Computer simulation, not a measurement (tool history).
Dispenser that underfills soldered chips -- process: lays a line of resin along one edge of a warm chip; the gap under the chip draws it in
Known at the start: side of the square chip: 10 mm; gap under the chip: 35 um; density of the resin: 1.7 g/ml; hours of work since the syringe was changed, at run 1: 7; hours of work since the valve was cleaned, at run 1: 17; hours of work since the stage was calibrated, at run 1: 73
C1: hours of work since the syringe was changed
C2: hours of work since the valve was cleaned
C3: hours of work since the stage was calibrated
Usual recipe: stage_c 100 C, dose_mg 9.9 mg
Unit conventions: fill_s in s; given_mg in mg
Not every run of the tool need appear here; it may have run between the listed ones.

Run 1, hour 0: usual settings; C1 7; C2 17; C3 73. Result: fill_s 76.8 s, given_mg 9.9 mg.
At hour 3.3: new syringe of resin.
Run 2, hour 4.7: usual settings but stage_c 96 C; C1 1; C2 20; C3 76. Result: fill_s 50.6 s, given_mg 9.86 mg.
Run 3, hour 8.5: usual settings; C1 3; C2 22; C3 78. Result: fill_s 54.7 s, given_mg 9.8 mg.
Run 4, hour 13.4: usual settings; C1 7; C2 26; C3 82. Result: fill_s 70.6 s, given_mg 9.82 mg.
Run 5, hour 16.3: usual settings but dose_mg 11.45 mg; C1 9; C2 28; C3 84. Result: fill_s 83.4 s, given_mg 11.33 mg.
At hour 17.9: new syringe of resin.
Run 6, hour 19.5: usual settings; C1 1; C2 29; C3 86. Result: fill_s 43.9 s, given_mg 9.81 mg.
Run 7, hour 23.8: usual settings; C1 4; C2 32; C3 89. Result: fill_s 55.3 s, given_mg 9.77 mg.
Run 8, hour 26.5: usual settings; C1 6; C2 34; C3 90. Result: fill_s 65.4 s, given_mg 9.76 mg.
Run 9, hour 30.5: usual settings; C1 8; C2 37; C3 93. Result: fill_s 81.4 s, given_mg 9.78 mg.
At hour 32.4: new syringe of resin.
Run 10, hour 34.9: usual settings; C1 2; C2 40; C3 96. Result: fill_s 48 s, given_mg 9.77 mg.
Run 11, hour 37.3: usual settings but dose_mg 10.04 mg; C1 3; C2 41; C3 97. Result: fill_s 52.9 s, given_mg 9.85 mg.
Run 12, hour 40.1: usual settings but dose_mg 11.86 mg; C1 5; C2 43; C3 99. Result: fill_s 62.6 s, given_mg 11.73 mg.
Run 13, hour 43: usual settings but stage_c 104 C, dose_mg 11.86 mg; C1 7; C2 45; C3 101. Result: fill_s 62.8 s, given_mg 11.69 mg.
At hour 46.9: new syringe of resin.
Run 14, hour 46.9: usual settings but dose_mg 8.69 mg; C1 0; C2 47; C3 104. Result: fill_s 41.5 s, given_mg 8.53 mg.
Run 15, hour 50.7: usual settings but stage_c 96 C, dose_mg 9.57 mg; C1 3; C2 50; C3 106. Result: fill_s 59.8 s, given_mg 9.38 mg.
Run 16, hour 54.8: usual settings but dose_mg 11.99 mg; C1 5; C2 53; C3 109. Result: fill_s 61.7 s, given_mg 11.78 mg.
Run 17, hour 59.2: usual settings but dose_mg 11.99 mg; C1 8; C2 56; C3 112. Result: fill_s 80.4 s, given_mg 11.77 mg.
At hour 61.5: new syringe of resin.
Run 18, hour 64.7: usual settings but dose_mg 11.99 mg; C1 2; C2 59; C3 115. Result: fill_s 47.4 s, given_mg 11.73 mg.
Run 19, hour 67.6: usual settings but stage_c 96 C, dose_mg 9.53 mg; C1 4; C2 61; C3 117. Result: fill_s 67.2 s, given_mg 9.33 mg.
Run 20, hour 70: usual settings but stage_c 96 C, dose_mg 9.53 mg; C1 6; C2 63; C3 119. Result: fill_s 76.7 s, given_mg 9.34 mg.
Run 21, hour 72.7: usual settings but stage_c 94 C, dose_mg 8.98 mg; C1 8; C2 64; C3 121. Result: fill_s 99 s, given_mg 8.79 mg.
At hour 76.2: new syringe of resin.
Run 22, hour 77.5: usual settings but stage_c 95 C; C1 1; C2 67; C3 124. Result: fill_s 53.9 s, given_mg 9.63 mg.
Run 23, hour 81.7: usual settings but stage_c 95 C; C1 4; C2 70; C3 126. Result: fill_s 67.2 s, given_mg 9.64 mg.
Run 24, hour 85.9: usual settings but stage_c 95 C, dose_mg 10.46 mg; C1 7; C2 73; C3 129. Result: fill_s 87 s, given_mg 10.17 mg.
At hour 90.5: new syringe of resin.
Run 25, hour 91.1: usual settings but dose_mg 10.76 mg; C1 0; C2 76; C3 133. Result: fill_s 41.6 s, given_mg 10.47 mg.
At hour 93.6: dispensing valve cleaned and set on the balance.
Run 26, hour 96.3: usual settings but stage_c 111 C, dose_mg 11.79 mg; C1 3; C2 2; C3 135. Result: fill_s 34.9 s, given_mg 11.81 mg.
Run 27, hour 98.5: usual settings but stage_c 111 C, dose_mg 11.41 mg; C1 5; C2 3; C3 137. Result: fill_s 38.6 s, given_mg 11.4 mg.
Run 28, hour 102: usual settings but stage_c 95 C, dose_mg 10.05 mg; C1 7; C2 6; C3 139. Result: fill_s 91.9 s, given_mg 10.04 mg.

A few steps of fill_s between consecutive runs. Split each: what settings, incoming material and random variation would produce without the hidden state, and what is left over for the hidden state, along with gauge scatter present in only one of the two compared results (measured, and without hidden state):
The tool's hidden condition here consists of: resin's viscosity, % of fresh resin's; dose that the valve gives, % of what is set; true chip temperature over the reading, C; drift of the gauge itself on fill_s, %; drift of the gauge itself on given_mg, %.
Run 5 -> 6: dose_mg 11.45 -> 9.9, new syringe of resin. fill_s -39.5 s: hidden state -39.5, all else +0.
Run 21 -> 22: stage_c 94 -> 95, dose_mg 8.98 -> 9.9, new syringe of resin. fill_s -45.1 s: hidden state -42.3, all else -2.8.
Run 24 -> 25: stage_c 95 -> 100, dose_mg 10.46 -> 10.76, new syringe of resin. fill_s -45.4 s: hidden state -35.6, all else -9.8.
Run 27 -> 28: stage_c 111 -> 95, dose_mg 11.41 -> 10.05. fill_s +53.3 s: hidden state +29.8, all else +23.5.

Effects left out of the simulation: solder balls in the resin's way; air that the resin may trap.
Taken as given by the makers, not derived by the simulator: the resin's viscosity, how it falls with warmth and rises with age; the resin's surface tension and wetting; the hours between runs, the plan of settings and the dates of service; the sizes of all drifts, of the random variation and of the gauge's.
